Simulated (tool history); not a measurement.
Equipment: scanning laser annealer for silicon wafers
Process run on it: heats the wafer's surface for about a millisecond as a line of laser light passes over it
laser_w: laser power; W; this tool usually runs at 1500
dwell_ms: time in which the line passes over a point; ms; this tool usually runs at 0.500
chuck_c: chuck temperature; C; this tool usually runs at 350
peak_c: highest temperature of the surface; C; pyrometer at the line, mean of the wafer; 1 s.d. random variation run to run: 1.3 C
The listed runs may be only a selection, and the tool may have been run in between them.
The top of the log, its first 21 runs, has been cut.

{"run": 22, "day": 59.592, "laser_w": 1532, "dwell_ms": 0.387, "chuck_c": 350, "peak_c": 1025}
{"run": 23, "day": 62.029, "laser_w": 1532, "dwell_ms": 0.387, "chuck_c": 375, "peak_c": 1047}
{"day": 63.575, "done": "window over the wafer cleaned"}
{"run": 24, "day": 64.404, "laser_w": 1591, "dwell_ms": 0.583, "chuck_c": 350, "peak_c": 1257}
{"run": 25, "day": 66.642, "laser_w": 1591, "dwell_ms": 0.583, "chuck_c": 350, "peak_c": 1255}
{"run": 26, "day": 69.708, "laser_w": 1425, "dwell_ms": 0.41, "chuck_c": 363, "peak_c": 1022}
{"run": 27, "day": 71.838, "laser_w": 1538, "dwell_ms": 0.375, "chuck_c": 329, "peak_c": 1001}
{"run": 28, "day": 74.088, "laser_w": 1588, "dwell_ms": 0.529, "chuck_c": 326, "peak_c": 1174}
{"run": 29, "day": 76.588, "laser_w": 1537, "dwell_ms": 0.529, "chuck_c": 326, "peak_c": 1144}
{"run": 30, "day": 78.762, "laser_w": 1537, "dwell_ms": 0.529, "chuck_c": 326, "peak_c": 1144}
{"run": 31, "day": 81.308, "laser_w": 1553, "dwell_ms": 0.409, "chuck_c": 350, "peak_c": 1055}
{"run": 32, "day": 84.433, "laser_w": 1382, "dwell_ms": 0.476, "chuck_c": 367, "peak_c": 1055}
{"day": 85.396, "done": "window over the wafer cleaned"}
{"run": 33, "day": 86.5, "laser_w": 1382, "dwell_ms": 0.476, "chuck_c": 367, "peak_c": 1070}
{"run": 34, "day": 90.125, "laser_w": 1524, "dwell_ms": 0.528, "chuck_c": 352, "peak_c": 1170}
{"run": 35, "day": 92.229, "laser_w": 1365, "dwell_ms": 0.383, "chuck_c": 388, "peak_c": 996}
{"run": 36, "day": 95.542, "laser_w": 1500, "dwell_ms": 0.5, "chuck_c": 361, "peak_c": 1135}
{"run": 37, "day": 98.367, "laser_w": 1572, "dwell_ms": 0.5, "chuck_c": 355, "peak_c": 1162}
{"run": 38, "day": 100.129, "laser_w": 1574, "dwell_ms": 0.396, "chuck_c": 353, "peak_c": 1058}
{"day": 101.421, "done": "optics aligned, line set to its width"}
{"run": 39, "day": 102.658, "laser_w": 1631, "dwell_ms": 0.356, "chuck_c": 349, "peak_c": 1041}
{"run": 40, "day": 105.846, "laser_w": 1631, "dwell_ms": 0.356, "chuck_c": 349, "peak_c": 1040}
{"day": 107.388, "done": "window over the wafer cleaned"}
{"run": 41, "day": 107.633, "laser_w": 1631, "dwell_ms": 0.603, "chuck_c": 337, "peak_c": 1299}

Forecast each of these 3 alternatives for the next run:
{"run": "A", "day": 111.596, "laser_w": 1347, "dwell_ms": 0.603, "chuck_c": 378, "peak_c": "?"}
{"run": "B", "day": 111.596, "laser_w": 1500, "dwell_ms": 0.5, "chuck_c": 389, "peak_c": "?"}
{"run": "C", "day": 111.596, "laser_w": 1314, "dwell_ms": 0.434, "chuck_c": 363, "peak_c": "?"}

run=A peak_c=1173
run=B peak_c=1179
run=C peak_c=1003
With no hidden state in the tool, these same runs would have given:
run=A peak_c=1169
run=B peak_c=1174
run=C peak_c=999
